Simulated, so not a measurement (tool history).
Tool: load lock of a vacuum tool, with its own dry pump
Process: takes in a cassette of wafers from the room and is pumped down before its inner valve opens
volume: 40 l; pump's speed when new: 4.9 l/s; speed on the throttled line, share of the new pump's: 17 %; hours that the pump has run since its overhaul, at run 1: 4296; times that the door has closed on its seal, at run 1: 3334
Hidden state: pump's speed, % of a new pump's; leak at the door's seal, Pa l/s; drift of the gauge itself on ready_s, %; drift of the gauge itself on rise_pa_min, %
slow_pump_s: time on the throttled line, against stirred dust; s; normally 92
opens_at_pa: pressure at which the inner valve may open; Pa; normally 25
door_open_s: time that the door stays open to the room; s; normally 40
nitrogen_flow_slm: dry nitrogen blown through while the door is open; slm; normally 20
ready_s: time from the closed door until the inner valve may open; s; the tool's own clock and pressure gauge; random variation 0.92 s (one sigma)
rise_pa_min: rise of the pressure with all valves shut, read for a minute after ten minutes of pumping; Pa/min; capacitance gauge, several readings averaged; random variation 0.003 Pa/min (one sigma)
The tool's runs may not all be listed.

run	hour	slow_pump_s	opens_at_pa	door_open_s	nitrogen_flow_slm	hours that the pump has run since its overhaul	times that the door has closed on its seal	incoming humidity of the room's air, %	ready_s	rise_pa_min
1	0.0	92	25	40	20	4296	3334	41.2	146.9	0.037
2	97.0	92	25	40	20	4393	3522	44.5	148.3	0.039
3	211.2	92	25	40	20	4507	3743	45.4	149.2	0.042
4	361.1	92	25	40	20	4657	4033	40.8	147.9	0.034
5	486.4	92	25	40	20	4782	4276	44.6	147.0	0.046
6	630.9	92	25	40	20	4927	4556	43.6	147.4	0.043
7	745.2	92	25	40	20	5041	4777	44.8	148.7	0.047
8	900.6	92	25	40	20	5197	5079	43.4	147.8	0.047
9	1055.8	92	25	40	20	5352	5379	46.9	149.0	0.051
10	1154.9	92	25	40	20	5451	5571	43.9	148.1	0.048
11	1234.3	51	25	40	20	5530	5725	45.2	114.5	0.049
12	1302.8	51	25	40	20	5599	5858	45.5	114.4	0.055
13	1415.0	51	25	40	20	5711	6075	47.3	115.2	0.055
14	1541.3	92	25	40	14	5837	6320	47.7	148.3	0.060
15	1682.1	92	25	27	14	5978	6593	45.6	147.6	0.054
16	1796.9	92	25	27	14	6093	6815	43.7	148.7	0.051
17	1944.2	92	25	27	14	6240	7100	45.2	150.7	0.060
18	2058.1	92	25	27	14	6354	7321	45.8	149.5	0.059
19	2138.2	92	25	27	14	6434	7476	47.6	149.0	0.057
20	2215.3	48	22	40	9	6511	7625	44.4	114.0	0.075
21	2278.9	48	29	84	9	6575	7749	47.1	111.5	0.096
22	2415.5	92	25	54	9	6712	8013	45.0	148.3	0.083
23	2528.5	92	19	54	5	6825	8232	45.1	151.3	0.086
24	2635.3	54	25	40	20	6931	8439	45.1	116.4	0.067
25	2742.3	54	25	40	20	7038	8646	46.6	117.4	0.067
26	2885.1	124	36	40	5	7181	8923	44.1	172.5	0.085
27	2948.9	51	29	76	6	7245	9047	46.1	114.2	0.100
28	3075.0	64	28	76	4	7371	9291	47.0	125.5	0.102
29	3229.8	92	25	67	36	7526	9591	42.7	149.1	0.071
30	3349.3	92	25	67	36	7645	9822	46.1	148.7	0.084
31	3459.4	92	19	67	36	7755	10036	42.4	149.5	0.083
32	3581.6	92	25	40	9	7878	10272	46.1	148.6	0.088
33	3681.7	184	25	179	9	7978	10466	45.3	223.9	0.149
34	3809.5	135	21	76	35	8106	10714	44.3	188.3	0.094
35	3922.8	135	26	76	16	8219	10933	44.2	183.2	0.101
36	3997.8	62	26	39	8	8294	11079	43.4	124.9	0.091
37	4083.0	71	37	39	8	8379	11244	44.1	130.3	0.097

How would selected steps in ready_s from run to run divide? Give the signed amount a tool lacking its hidden state would still show from settings, what came in and random variation, and the signed amount left for the hidden state, including any gauge scatter that is not in both of the compared results.
Run 26 -> 27: slow_pump_s 124 -> 51, opens_at_pa 36 -> 29, door_open_s 40 -> 76, nitrogen_flow_slm 5 -> 6. ready_s -58.3 s: hidden state +1.3, all else -59.6.
Run 32 -> 33: slow_pump_s 92 -> 184, door_open_s 40 -> 179. ready_s +75.3 s: hidden state -1.4, all else +76.7.
Run 35 -> 36: slow_pump_s 135 -> 62, door_open_s 76 -> 39, nitrogen_flow_slm 16 -> 8. ready_s -58.3 s: hidden state +1.5, all else -59.8.
